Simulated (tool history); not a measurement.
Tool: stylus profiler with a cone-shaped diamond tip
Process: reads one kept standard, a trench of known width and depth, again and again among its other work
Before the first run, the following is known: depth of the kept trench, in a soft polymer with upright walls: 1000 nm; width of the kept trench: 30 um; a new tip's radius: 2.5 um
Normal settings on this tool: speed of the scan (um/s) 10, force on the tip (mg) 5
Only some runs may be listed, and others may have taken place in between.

run,day,speed of the scan (um/s),force on the tip (mg),depth of the trench (angstrom),width of the trench's floor (nm)
1,0,10,5,10150.9,25950
2,0.879,10,5,10146.7,25960
3,2.062,10,5,10149.3,25960
4,2.904,10,5,10150.9,26030
5,3.804,10,5,10146.5,25910
6,5.1,10,5,10146.3,25960
7,6.317,10,5,10149,25950
8,7.183,10,5,10148.1,26030
9,8.121,10,5,10147.2,25920
10,8.725,6,12.64,10277.9,26040
11,9.5,6,12.64,10273.1,25960
12,10.4,6,14.03,10293.9,25960
13,11.175,2,1.73,10073.5,26030
14,12,15,1.73,10073.2,25950
15,12.708,15,1.73,10072.4,25880
16,13.958,15,1.73,10072.2,25890

Forecast each of these 3 alternatives for the next run:
A,14.612,9,1.73,?,?
B,14.612,25,3.07,?,?
C,14.612,17,10.34,?,?

run,depth of the trench (angstrom),width of the trench's floor (nm)
A,10071.2,25940
B,10104,25860
C,10238.2,25960
What these runs would have given with no unlogged condition in the tool:
run,depth of the trench (angstrom),width of the trench's floor (nm)
A,10071.3,25950
B,10104.1,25870
C,10238.4,25970
